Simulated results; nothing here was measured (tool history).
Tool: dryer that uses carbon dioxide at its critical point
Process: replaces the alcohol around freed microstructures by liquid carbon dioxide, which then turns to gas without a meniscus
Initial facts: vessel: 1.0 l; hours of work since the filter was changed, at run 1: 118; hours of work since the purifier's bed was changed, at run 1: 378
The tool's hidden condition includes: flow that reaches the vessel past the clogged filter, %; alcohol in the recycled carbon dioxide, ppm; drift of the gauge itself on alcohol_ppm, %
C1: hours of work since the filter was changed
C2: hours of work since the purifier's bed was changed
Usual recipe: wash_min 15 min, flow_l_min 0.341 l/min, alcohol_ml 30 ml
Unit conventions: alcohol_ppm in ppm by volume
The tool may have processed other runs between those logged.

{"run": 1, "hour": 0.0, "wash_min": 15, "flow_l_min": 0.341, "alcohol_ml": 30, "C1": 118, "C2": 378, "alcohol_ppm": 917}
{"run": 2, "hour": 15.1, "wash_min": 15, "flow_l_min": 0.341, "alcohol_ml": 80, "C1": 124, "C2": 383, "alcohol_ppm": 2493}
{"run": 3, "hour": 29.7, "wash_min": 15, "flow_l_min": 0.341, "alcohol_ml": 30, "C1": 129, "C2": 388, "alcohol_ppm": 926}
{"run": 4, "hour": 49.2, "wash_min": 15, "flow_l_min": 0.341, "alcohol_ml": 30, "C1": 136, "C2": 395, "alcohol_ppm": 931}
{"run": 5, "hour": 75.8, "wash_min": 15, "flow_l_min": 0.341, "alcohol_ml": 30, "C1": 145, "C2": 404, "alcohol_ppm": 962}
{"run": 6, "hour": 97.7, "wash_min": 15, "flow_l_min": 0.341, "alcohol_ml": 102, "C1": 152, "C2": 412, "alcohol_ppm": 3194}
{"run": 7, "hour": 109.0, "wash_min": 15, "flow_l_min": 0.341, "alcohol_ml": 30, "C1": 156, "C2": 416, "alcohol_ppm": 957}
{"run": 8, "hour": 127.0, "wash_min": 23, "flow_l_min": 0.341, "alcohol_ml": 30, "C1": 163, "C2": 422, "alcohol_ppm": 187}
{"run": 9, "hour": 138.8, "wash_min": 23, "flow_l_min": 0.341, "alcohol_ml": 30, "C1": 167, "C2": 426, "alcohol_ppm": 177}
{"run": 10, "hour": 153.3, "wash_min": 23, "flow_l_min": 0.442, "alcohol_ml": 30, "C1": 172, "C2": 431, "alcohol_ppm": 72}
{"run": 11, "hour": 165.8, "wash_min": 23, "flow_l_min": 0.3, "alcohol_ml": 30, "C1": 176, "C2": 436, "alcohol_ppm": 312}
{"run": 12, "hour": 182.1, "wash_min": 23, "flow_l_min": 0.3, "alcohol_ml": 30, "C1": 182, "C2": 441, "alcohol_ppm": 308}
{"run": 13, "hour": 194.1, "wash_min": 15, "flow_l_min": 0.421, "alcohol_ml": 30, "C1": 186, "C2": 445, "alcohol_ppm": 488}
{"run": 14, "hour": 208.0, "wash_min": 15, "flow_l_min": 0.341, "alcohol_ml": 30, "C1": 191, "C2": 450, "alcohol_ppm": 964}
{"run": 15, "hour": 230.1, "wash_min": 12, "flow_l_min": 0.341, "alcohol_ml": 30, "C1": 199, "C2": 458, "alcohol_ppm": 1977}
{"run": 16, "hour": 242.4, "wash_min": 12, "flow_l_min": 0.341, "alcohol_ml": 30, "C1": 203, "C2": 462, "alcohol_ppm": 1898}
{"run": 17, "hour": 265.4, "wash_min": 15, "flow_l_min": 0.341, "alcohol_ml": 30, "C1": 211, "C2": 470, "alcohol_ppm": 1012}
{"run": 18, "hour": 276.7, "wash_min": 15, "flow_l_min": 0.341, "alcohol_ml": 30, "C1": 215, "C2": 474, "alcohol_ppm": 999}
{"run": 19, "hour": 294.2, "wash_min": 21, "flow_l_min": 0.341, "alcohol_ml": 30, "C1": 221, "C2": 480, "alcohol_ppm": 290}
{"run": 20, "hour": 310.4, "wash_min": 16, "flow_l_min": 0.341, "alcohol_ml": 30, "C1": 226, "C2": 486, "alcohol_ppm": 815}
{"run": 21, "hour": 331.3, "wash_min": 15, "flow_l_min": 0.341, "alcohol_ml": 30, "C1": 234, "C2": 493, "alcohol_ppm": 1019}
{"run": 22, "hour": 351.9, "wash_min": 15, "flow_l_min": 0.341, "alcohol_ml": 30, "C1": 241, "C2": 500, "alcohol_ppm": 1013}
{"run": 23, "hour": 370.6, "wash_min": 15, "flow_l_min": 0.341, "alcohol_ml": 30, "C1": 247, "C2": 507, "alcohol_ppm": 1036}
{"run": 24, "hour": 385.7, "wash_min": 10, "flow_l_min": 0.485, "alcohol_ml": 30, "C1": 253, "C2": 512, "alcohol_ppm": 1305}
{"run": 25, "hour": 412.3, "wash_min": 10, "flow_l_min": 0.485, "alcohol_ml": 30, "C1": 262, "C2": 521, "alcohol_ppm": 1333}
{"run": 26, "hour": 433.5, "wash_min": 14, "flow_l_min": 0.206, "alcohol_ml": 30, "C1": 269, "C2": 529, "alcohol_ppm": 4302}
{"run": 27, "hour": 457.4, "wash_min": 14, "flow_l_min": 0.206, "alcohol_ml": 30, "C1": 278, "C2": 537, "alcohol_ppm": 4241}
{"run": 28, "hour": 477.4, "wash_min": 14, "flow_l_min": 0.345, "alcohol_ml": 30, "C1": 285, "C2": 544, "alcohol_ppm": 1254}
{"run": 29, "hour": 489.0, "wash_min": 12, "flow_l_min": 0.569, "alcohol_ml": 30, "C1": 289, "C2": 548, "alcohol_ppm": 413}
{"run": 30, "hour": 503.5, "wash_min": 19, "flow_l_min": 0.306, "alcohol_ml": 65, "C1": 294, "C2": 553, "alcohol_ppm": 1420}
{"run": 31, "hour": 515.0, "wash_min": 21, "flow_l_min": 0.341, "alcohol_ml": 30, "C1": 298, "C2": 557, "alcohol_ppm": 303}
{"run": 32, "hour": 527.4, "wash_min": 15, "flow_l_min": 0.565, "alcohol_ml": 30, "C1": 302, "C2": 561, "alcohol_ppm": 180}
{"run": 33, "hour": 544.2, "wash_min": 11, "flow_l_min": 0.494, "alcohol_ml": 58, "C1": 308, "C2": 567, "alcohol_ppm": 1781}
{"run": 34, "hour": 567.5, "wash_min": 11, "flow_l_min": 0.494, "alcohol_ml": 59, "C1": 316, "C2": 575, "alcohol_ppm": 1851}
{"run": 35, "hour": 592.6, "wash_min": 11, "flow_l_min": 0.494, "alcohol_ml": 51, "C1": 325, "C2": 584, "alcohol_ppm": 1637}
{"run": 36, "hour": 605.5, "wash_min": 11, "flow_l_min": 0.494, "alcohol_ml": 51, "C1": 329, "C2": 589, "alcohol_ppm": 1607}
{"run": 37, "hour": 621.1, "wash_min": 15, "flow_l_min": 0.465, "alcohol_ml": 35, "C1": 335, "C2": 594, "alcohol_ppm": 446}
{"run": 38, "hour": 633.5, "wash_min": 13, "flow_l_min": 0.23, "alcohol_ml": 42, "C1": 339, "C2": 598, "alcohol_ppm": 5748}
{"run": 39, "hour": 646.9, "wash_min": 11, "flow_l_min": 0.487, "alcohol_ml": 77, "C1": 344, "C2": 603, "alcohol_ppm": 2546}
{"run": 40, "hour": 665.9, "wash_min": 17, "flow_l_min": 0.262, "alcohol_ml": 80, "C1": 350, "C2": 610, "alcohol_ppm": 4053}
{"run": 41, "hour": 686.5, "wash_min": 16, "flow_l_min": 0.33, "alcohol_ml": 22, "C1": 357, "C2": 617, "alcohol_ppm": 720}
{"run": 42, "hour": 711.9, "wash_min": 16, "flow_l_min": 0.33, "alcohol_ml": 22, "C1": 366, "C2": 626, "alcohol_ppm": 730}
{"run": 43, "hour": 735.0, "wash_min": 11, "flow_l_min": 0.295, "alcohol_ml": 78, "C1": 374, "C2": 634, "alcohol_ppm": 9449}
{"run": 44, "hour": 748.2, "wash_min": 14, "flow_l_min": 0.354, "alcohol_ml": 95, "C1": 379, "C2": 638, "alcohol_ppm": 3679}
{"run": 45, "hour": 763.8, "wash_min": 11, "flow_l_min": 0.518, "alcohol_ml": 29, "C1": 384, "C2": 644, "alcohol_ppm": 813}
{"run": 46, "hour": 776.7, "wash_min": 18, "flow_l_min": 0.429, "alcohol_ml": 84, "C1": 389, "C2": 648, "alcohol_ppm": 643}

Run by run, hidden condition taken away, random variation retained:
run=1 alcohol_ppm=821
run=2 alcohol_ppm=2271
run=3 alcohol_ppm=825
run=4 alcohol_ppm=825
run=5 alcohol_ppm=847
run=6 alcohol_ppm=2863
run=7 alcohol_ppm=837
run=8 alcohol_ppm=132
run=9 alcohol_ppm=122
run=10 alcohol_ppm=32
run=11 alcohol_ppm=239
run=12 alcohol_ppm=235
run=13 alcohol_ppm=391
run=14 alcohol_ppm=823
run=15 alcohol_ppm=1750
run=16 alcohol_ppm=1676
run=17 alcohol_ppm=851
run=18 alcohol_ppm=837
run=19 alcohol_ppm=208
run=20 alcohol_ppm=664
run=21 alcohol_ppm=844
run=22 alcohol_ppm=834
run=23 alcohol_ppm=850
run=24 alcohol_ppm=1089
run=25 alcohol_ppm=1105
run=26 alcohol_ppm=3850
run=27 alcohol_ppm=3784
run=28 alcohol_ppm=1019
run=29 alcohol_ppm=292
run=30 alcohol_ppm=1108
run=31 alcohol_ppm=198
run=32 alcohol_ppm=100
run=33 alcohol_ppm=1413
run=34 alcohol_ppm=1460
run=35 alcohol_ppm=1278
run=36 alcohol_ppm=1253
run=37 alcohol_ppm=303
run=38 alcohol_ppm=5001
run=39 alcohol_ppm=1990
run=40 alcohol_ppm=3281
run=41 alcohol_ppm=531
run=42 alcohol_ppm=536
run=43 alcohol_ppm=8054
run=44 alcohol_ppm=2868
run=45 alcohol_ppm=586
run=46 alcohol_ppm=409

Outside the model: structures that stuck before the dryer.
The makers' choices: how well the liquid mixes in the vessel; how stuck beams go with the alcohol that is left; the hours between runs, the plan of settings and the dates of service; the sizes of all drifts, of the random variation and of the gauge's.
